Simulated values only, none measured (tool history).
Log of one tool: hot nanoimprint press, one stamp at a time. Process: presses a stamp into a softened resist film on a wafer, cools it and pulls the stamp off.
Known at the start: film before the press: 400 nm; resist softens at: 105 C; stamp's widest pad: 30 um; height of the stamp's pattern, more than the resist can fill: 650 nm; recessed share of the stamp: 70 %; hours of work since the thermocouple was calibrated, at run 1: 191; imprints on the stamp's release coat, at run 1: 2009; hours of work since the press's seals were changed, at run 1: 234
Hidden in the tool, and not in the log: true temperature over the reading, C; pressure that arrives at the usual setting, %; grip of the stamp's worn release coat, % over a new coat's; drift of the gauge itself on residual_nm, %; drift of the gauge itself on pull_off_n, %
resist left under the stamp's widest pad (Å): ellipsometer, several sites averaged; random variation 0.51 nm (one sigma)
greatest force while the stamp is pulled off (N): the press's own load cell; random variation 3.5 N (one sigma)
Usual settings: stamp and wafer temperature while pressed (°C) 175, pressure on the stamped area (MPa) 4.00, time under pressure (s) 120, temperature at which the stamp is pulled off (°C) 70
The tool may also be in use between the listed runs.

| run | day | stamp and wafer temperature while pressed (°C) | pressure on the stamped area (MPa) | time under pressure (s) | temperature at which the stamp is pulled off (°C) | hours of work since the thermocouple was calibrated | imprints on the stamp's release coat | hours of work since the press's seals were changed | resist left under the stamp's widest pad (Å) | greatest force while the stamp is pulled off (N) |
|---|---|---|---|---|---|---|---|---|---|---|
| 1 | 0.000 | 175 | 4.00 | 120 | 70 | 191 | 2009 | 234 | 1705 | 246 |
| 2 | 0.983 | 175 | 4.00 | 120 | 70 | 201 | 2053 | 244 | 1694 | 238 |
| 3 | 2.108 | 175 | 4.00 | 120 | 70 | 213 | 2104 | 255 | 1694 | 246 |
| 4 | 3.292 | 175 | 4.00 | 120 | 65 | 225 | 2158 | 267 | 1694 | 270 |
| 5 | 4.017 | 175 | 4.00 | 120 | 65 | 232 | 2191 | 275 | 1681 | 270 |
| 6 | 4.604 | 175 | 4.00 | 120 | 65 | 238 | 2217 | 281 | 1697 | 273 |
|  | 4.804 | plate thermocouple calibrated |
| 7 | 5.529 | 175 | 4.00 | 120 | 77 | 7 | 2254 | 289 | 1678 | 194 |
| 8 | 6.396 | 175 | 4.00 | 120 | 77 | 16 | 2293 | 298 | 1680 | 198 |
|  | 7.383 | stamp cleaned and given a new release coat |
| 9 | 7.567 | 175 | 4.00 | 120 | 70 | 26 | 9 | 307 | 1665 | 166 |
|  | 8.012 | plate thermocouple calibrated, once more |
| 10 | 8.900 | 175 | 2.50 | 120 | 64 | 9 | 63 | 319 | 2181 | 201 |
| 11 | 10.129 | 175 | 2.50 | 120 | 64 | 22 | 119 | 332 | 2178 | 191 |
| 12 | 10.796 | 163 | 2.50 | 218 | 77 | 28 | 149 | 339 | 2443 | 139 |
| 13 | 11.533 | 163 | 6.08 | 218 | 77 | 36 | 183 | 346 | 1620 | 139 |
| 14 | 12.179 | 163 | 6.08 | 218 | 77 | 43 | 212 | 353 | 1620 | 146 |
| 15 | 12.892 | 185 | 5.26 | 120 | 62 | 50 | 244 | 360 | 1143 | 213 |
| 16 | 14.067 | 175 | 3.82 | 88 | 62 | 62 | 298 | 372 | 1965 | 207 |
| 17 | 15.088 | 182 | 2.76 | 101 | 70 | 72 | 344 | 383 | 1835 | 181 |
| 18 | 16.046 | 176 | 3.00 | 77 | 78 | 82 | 388 | 392 | 2242 | 145 |

Forecast each of these 3 alternatives for the next run:
| A | 17.062 | 182 | 6.08 | 230 | 78 | 92 | 434 | 403 | ? | ? |
| B | 17.062 | 175 | 4.00 | 120 | 74 | 92 | 434 | 403 | ? | ? |
| C | 17.062 | 186 | 3.00 | 77 | 78 | 92 | 434 | 403 | ? | ? |

| run | resist left under the stamp's widest pad (Å) | greatest force while the stamp is pulled off (N) |
|---|---|---|
| A | 881 | 141 |
| B | 1720 | 157 |
| C | 1769 | 140 |
Without the tool's hidden state the same runs would have given:
| run | resist left under the stamp's widest pad (Å) | greatest force while the stamp is pulled off (N) |
|---|---|---|
| A | 871 | 131 |
| B | 1713 | 145 |
| C | 1764 | 130 |

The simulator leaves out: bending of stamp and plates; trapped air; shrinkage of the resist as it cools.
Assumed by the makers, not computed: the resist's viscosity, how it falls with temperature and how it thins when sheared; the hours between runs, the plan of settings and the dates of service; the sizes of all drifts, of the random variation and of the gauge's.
